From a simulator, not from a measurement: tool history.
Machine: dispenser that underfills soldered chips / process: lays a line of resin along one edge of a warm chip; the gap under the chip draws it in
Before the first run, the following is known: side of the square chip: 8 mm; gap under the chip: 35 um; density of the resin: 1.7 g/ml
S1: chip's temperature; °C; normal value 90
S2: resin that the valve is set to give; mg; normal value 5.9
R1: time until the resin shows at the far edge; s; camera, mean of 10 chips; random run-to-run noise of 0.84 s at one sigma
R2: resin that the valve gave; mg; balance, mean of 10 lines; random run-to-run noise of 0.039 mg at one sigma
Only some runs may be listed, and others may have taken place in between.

{"run": 1, "hour": 0.0, "S1": 90, "S2": 5.9, "R1": 122.2, "R2": 5.49}
{"hour": 1.2, "done": "new syringe of resin"}
{"run": 2, "hour": 2.8, "S1": 82, "S2": 5.9, "R1": 116.6, "R2": 5.54}
{"run": 3, "hour": 8.4, "S1": 76, "S2": 5.9, "R1": 198, "R2": 5.44}
{"hour": 11.0, "done": "new syringe of resin"}
{"run": 4, "hour": 12.5, "S1": 76, "S2": 5.9, "R1": 145.5, "R2": 5.5}
{"hour": 15.4, "done": "dispensing valve cleaned and set on the balance"}
{"run": 5, "hour": 18.9, "S1": 83, "S2": 5.9, "R1": 145.8, "R2": 5.95}
{"hour": 21.6, "done": "new syringe of resin"}
{"run": 6, "hour": 21.7, "S1": 83, "S2": 5.9, "R1": 99.9, "R2": 5.86}
{"run": 7, "hour": 27.1, "S1": 90, "S2": 5.9, "R1": 101.3, "R2": 5.92}
{"hour": 31.3, "done": "new syringe of resin"}
{"run": 8, "hour": 32.9, "S1": 90, "S2": 5.9, "R1": 81.8, "R2": 5.87}
{"run": 9, "hour": 38.1, "S1": 90, "S2": 6.92, "R1": 108.4, "R2": 6.91}
{"hour": 40.9, "done": "new syringe of resin"}
{"run": 10, "hour": 42.6, "S1": 90, "S2": 6.92, "R1": 85.7, "R2": 6.87}
{"run": 11, "hour": 47.1, "S1": 90, "S2": 6.92, "R1": 106.7, "R2": 6.87}
{"hour": 50.7, "done": "new syringe of resin"}
{"run": 12, "hour": 52.6, "S1": 90, "S2": 6.92, "R1": 82.8, "R2": 6.78}
{"run": 13, "hour": 56.3, "S1": 78, "S2": 5.9, "R1": 164.3, "R2": 5.8}
{"hour": 60.2, "done": "new syringe of resin"}
{"run": 14, "hour": 62.2, "S1": 78, "S2": 5.9, "R1": 137.6, "R2": 5.77}
{"run": 15, "hour": 67.1, "S1": 78, "S2": 5.9, "R1": 179.1, "R2": 5.81}
{"hour": 69.9, "done": "new syringe of resin"}
{"run": 16, "hour": 69.9, "S1": 90, "S2": 5.9, "R1": 74, "R2": 5.75}
{"run": 17, "hour": 73.7, "S1": 90, "S2": 6.93, "R1": 93.5, "R2": 6.77}
{"run": 18, "hour": 76.7, "S1": 90, "S2": 5.9, "R1": 108.7, "R2": 5.76}
{"hour": 79.4, "done": "new syringe of resin"}
{"run": 19, "hour": 82.6, "S1": 90, "S2": 5.9, "R1": 90.4, "R2": 5.76}
{"run": 20, "hour": 86.5, "S1": 90, "S2": 6.97, "R1": 113.2, "R2": 6.73}

Run 21 has not been measured yet. What should we expect?
{"hour": 88.9, "done": "new syringe of resin"}
{"run": 21, "hour": 90.9, "S1": 82, "S2": 6.92, "R1": "?", "R2": "?"}

R1: 116.7 s
R2: 6.74 mg
With the hidden condition absent and the run-to-run variation left alone, this run would have shown R1 107.2 s, R2 6.93 mg.
